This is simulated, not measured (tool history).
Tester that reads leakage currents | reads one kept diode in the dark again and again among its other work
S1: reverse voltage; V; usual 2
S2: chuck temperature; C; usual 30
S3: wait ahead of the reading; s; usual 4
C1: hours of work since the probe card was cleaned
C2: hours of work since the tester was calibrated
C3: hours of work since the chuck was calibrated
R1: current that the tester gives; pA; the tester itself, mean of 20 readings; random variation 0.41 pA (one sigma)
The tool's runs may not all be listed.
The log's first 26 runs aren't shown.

{"hour": 758.1, "done": "probe card cleaned and baked, once more"}
{"run": 27, "hour": 775.2, "S1": 1.13, "S2": 54, "S3": 0.33, "C1": 13, "C2": 810, "C3": 1027, "R1": 699.2}
{"run": 28, "hour": 794.3, "S1": 10.89, "S2": 54, "S3": 7.52, "C1": 27, "C2": 825, "C3": 1041, "R1": 1475.25}
{"run": 29, "hour": 815.7, "S1": 3.89, "S2": 54, "S3": 2.6, "C1": 43, "C2": 840, "C3": 1057, "R1": 1057.03}
{"run": 30, "hour": 834.1, "S1": 2, "S2": 24, "S3": 3.84, "C1": 57, "C2": 854, "C3": 1071, "R1": 69.89}
{"run": 31, "hour": 852.5, "S1": 2, "S2": 24, "S3": 3.51, "C1": 70, "C2": 868, "C3": 1084, "R1": 69.32}
{"run": 32, "hour": 877.0, "S1": 2, "S2": 22, "S3": 0.63, "C1": 89, "C2": 886, "C3": 1103, "R1": 58.88}
{"run": 33, "hour": 918.4, "S1": 2, "S2": 22, "S3": 0.63, "C1": 120, "C2": 917, "C3": 1133, "R1": 58.78}
{"run": 34, "hour": 944.8, "S1": 3.7, "S2": 30, "S3": 0.91, "C1": 139, "C2": 937, "C3": 1153, "R1": 146.02}
{"run": 35, "hour": 985.0, "S1": 2, "S2": 38, "S3": 1.07, "C1": 169, "C2": 967, "C3": 1183, "R1": 234.3}
{"run": 36, "hour": 1004.2, "S1": 2.43, "S2": 30, "S3": 0.55, "C1": 184, "C2": 981, "C3": 1197, "R1": 126.9}
{"run": 37, "hour": 1036.3, "S1": 2.43, "S2": 44, "S3": 0.51, "C1": 208, "C2": 1005, "C3": 1221, "R1": 408.44}
{"run": 38, "hour": 1053.8, "S1": 2.43, "S2": 44, "S3": 0.51, "C1": 221, "C2": 1018, "C3": 1234, "R1": 408.14}
{"run": 39, "hour": 1086.7, "S1": 2, "S2": 30, "S3": 9.96, "C1": 245, "C2": 1043, "C3": 1259, "R1": 115.92}

Forecast each of these 5 alternatives for the next run:
{"run": "A", "hour": 1106.2, "S1": 3.01, "S2": 44, "S3": 0.35, "C1": 260, "C2": 1057, "C3": 1274, "R1": "?"}
{"run": "B", "hour": 1106.2, "S1": 8.01, "S2": 27, "S3": 4, "C1": 260, "C2": 1057, "C3": 1274, "R1": "?"}
{"run": "C", "hour": 1106.2, "S1": 1.15, "S2": 45, "S3": 4, "C1": 260, "C2": 1057, "C3": 1274, "R1": "?"}
{"run": "D", "hour": 1106.2, "S1": 1.62, "S2": 48, "S3": 9.96, "C1": 260, "C2": 1057, "C3": 1274, "R1": "?"}
{"run": "E", "hour": 1106.2, "S1": 10.6, "S2": 23, "S3": 0.67, "C1": 260, "C2": 1057, "C3": 1274, "R1": "?"}

run=A R1=435.19
run=B R1=142.2
run=C R1=340.04
run=D R1=481.86
run=E R1=114.53
Without the tool's hidden state the same runs would have given:
run=A R1=501.32
run=B R1=165.7
run=C R1=391.86
run=D R1=553.92
run=E R1=132.62
